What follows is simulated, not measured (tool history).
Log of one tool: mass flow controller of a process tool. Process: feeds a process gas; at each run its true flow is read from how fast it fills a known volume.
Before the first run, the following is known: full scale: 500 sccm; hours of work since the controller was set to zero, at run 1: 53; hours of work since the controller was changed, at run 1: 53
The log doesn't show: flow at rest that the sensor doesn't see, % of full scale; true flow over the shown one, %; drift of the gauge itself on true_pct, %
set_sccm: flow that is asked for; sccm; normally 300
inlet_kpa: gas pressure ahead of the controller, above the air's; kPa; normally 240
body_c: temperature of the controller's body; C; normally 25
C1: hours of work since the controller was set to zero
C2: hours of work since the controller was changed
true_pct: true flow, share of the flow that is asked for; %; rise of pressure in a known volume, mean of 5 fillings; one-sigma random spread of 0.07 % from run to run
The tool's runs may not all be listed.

Run 1, day 0: usual settings; C1 53; C2 53. Result: true_pct 98.99 %.
Run 2, day 2.304: usual settings; C1 74; C2 74. Result: true_pct 99.05 %.
Run 3, day 4.079: usual settings; C1 90; C2 90. Result: true_pct 99.05 %.
Run 4, day 5.812: usual settings; C1 106; C2 106. Result: true_pct 99.01 %.
Run 5, day 8.646: usual settings; C1 132; C2 132. Result: true_pct 98.91 %.
Run 6, day 11.558: usual settings; C1 158; C2 158. Result: true_pct 98.83 %.
Run 7, day 13.488: usual settings; C1 175; C2 175. Result: true_pct 98.87 %.
Run 8, day 15.783: usual settings; C1 196; C2 196. Result: true_pct 98.79 %.
Run 9, day 19.762: usual settings but set_sccm 316 sccm; C1 232; C2 232. Result: true_pct 98.85 %.
Run 10, day 23.108: usual settings but set_sccm 316 sccm; C1 263; C2 263. Result: true_pct 98.73 %.
Run 11, day 26.583: usual settings; C1 294; C2 294. Result: true_pct 98.67 %.
Run 12, day 28.896: usual settings; C1 315; C2 315. Result: true_pct 98.47 %.
Run 13, day 32.525: usual settings but inlet_kpa 239 kPa; C1 348; C2 348. Result: true_pct 98.64 %.
Run 14, day 35.708: usual settings; C1 377; C2 377. Result: true_pct 98.44 %.
Run 15, day 38.058: usual settings; C1 398; C2 398. Result: true_pct 98.4 %.
Run 16, day 40.067: usual settings; C1 417; C2 417. Result: true_pct 98.46 %.
Run 17, day 42.25: usual settings but inlet_kpa 208 kPa; C1 437; C2 437. Result: true_pct 98.47 %.
Run 18, day 46.271: usual settings but set_sccm 67 sccm, inlet_kpa 208 kPa; C1 473; C2 473. Result: true_pct 97.54 %.
Run 19, day 49.517: usual settings but set_sccm 67 sccm, inlet_kpa 208 kPa; C1 503; C2 503. Result: true_pct 97.46 %.
Run 20, day 52.217: usual settings but set_sccm 67 sccm, inlet_kpa 208 kPa; C1 527; C2 527. Result: true_pct 97.42 %.
Run 21, day 55.033: usual settings but inlet_kpa 187 kPa; C1 553; C2 553. Result: true_pct 98.31 %.
Run 22, day 59.096: usual settings; C1 589; C2 589. Result: true_pct 98.1 %.
Run 23, day 61.258: usual settings; C1 609; C2 609. Result: true_pct 98.04 %.
Run 24, day 65.212: usual settings; C1 645; C2 645. Result: true_pct 98.06 %.
Run 25, day 68.642: usual settings but set_sccm 72 sccm, inlet_kpa 209 kPa; C1 676; C2 676. Result: true_pct 97.22 %.
Run 26, day 71.575: usual settings but set_sccm 236 sccm, inlet_kpa 142 kPa, body_c 21 C; C1 703; C2 703. Result: true_pct 97.71 %.
Run 27, day 73.692: usual settings but set_sccm 236 sccm, inlet_kpa 142 kPa, body_c 21 C; C1 722; C2 722. Result: true_pct 97.76 %.
Run 28, day 76.492: usual settings but set_sccm 229 sccm, inlet_kpa 142 kPa, body_c 21 C; C1 747; C2 747. Result: true_pct 97.63 %.
Run 29, day 80.488: usual settings but set_sccm 241 sccm, inlet_kpa 193 kPa, body_c 28 C; C1 784; C2 784. Result: true_pct 97.95 %.
Run 30, day 83.458: usual settings but set_sccm 62 sccm, inlet_kpa 143 kPa, body_c 24 C; C1 811; C2 811. Result: true_pct 97.09 %.
Run 31, day 85.796: usual settings but set_sccm 253 sccm, inlet_kpa 262 kPa, body_c 24 C; C1 832; C2 832. Result: true_pct 97.28 %.
Run 32, day 87.979: usual settings but set_sccm 57 sccm; C1 852; C2 852. Result: true_pct 96.56 %.
Run 33, day 91.154: usual settings but set_sccm 95 sccm, inlet_kpa 167 kPa, body_c 28 C; C1 880; C2 880. Result: true_pct 97.25 %.
Run 34, day 95.133: usual settings but set_sccm 95 sccm, inlet_kpa 167 kPa, body_c 28 C; C1 916; C2 916. Result: true_pct 97.13 %.
Run 35, day 97.575: usual settings but set_sccm 266 sccm, inlet_kpa 167 kPa, body_c 24 C; C1 939; C2 939. Result: true_pct 97.54 %.
At day 98.479: gauge calibrated.
Run 36, day 100.988: usual settings but body_c 37 C; C1 970; C2 970. Result: true_pct 99.74 %.
Run 37, day 103.521: usual settings but set_sccm 102 sccm, inlet_kpa 227 kPa, body_c 37 C; C1 993; C2 993. Result: true_pct 99.05 %.
Run 38, day 105.454: usual settings but inlet_kpa 171 kPa, body_c 32 C; C1 1010; C2 1010. Result: true_pct 99.71 %.
Run 39, day 108.817: usual settings but inlet_kpa 278 kPa, body_c 32 C; C1 1041; C2 1041. Result: true_pct 99.15 %.
Run 40, day 111.096: usual settings but set_sccm 264 sccm, inlet_kpa 258 kPa, body_c 32 C; C1 1061; C2 1061. Result: true_pct 99.14 %.
Run 41, day 113.283: usual settings but set_sccm 65 sccm, inlet_kpa 280 kPa, body_c 38 C; C1 1081; C2 1081. Result: true_pct 98.52 %.
Run 42, day 116.042: usual settings but set_sccm 65 sccm, inlet_kpa 210 kPa, body_c 24 C; C1 1106; C2 1106. Result: true_pct 97.82 %.
Run 43, day 118.046: usual settings but set_sccm 79 sccm, inlet_kpa 169 kPa, body_c 22 C; C1 1124; C2 1124. Result: true_pct 98.02 %.
Run 44, day 121.725: usual settings but set_sccm 79 sccm, inlet_kpa 169 kPa, body_c 22 C; C1 1158; C2 1158. Result: true_pct 97.81 %.

Per-run results on a tool with no hidden state, each run keeping its own random variation:
run  true_pct
  1     98.99
  2     99.09
  3     99.12
  4      99.1
  5     99.04
  6     99.01
  7     99.08
  8     99.03
  9     99.16
 10     99.09
 11     99.08
 12     98.92
 13     99.15
 14        99
 15     98.99
 16     99.09
 17     99.13
 18     98.26
 19     98.23
 20     98.23
 21     99.17
 22     99.02
 23        99
 24     99.08
 25     98.28
 26     98.82
 27     98.91
 28     98.82
 29      99.2
 30     98.39
 31     98.61
 32     97.92
 33     98.66
 34     98.61
 35     99.06
 36     99.78
 37     99.13
 38     99.82
 39     99.31
 40     99.33
 41     98.75
 42      98.1
 43     98.33
 44     98.18
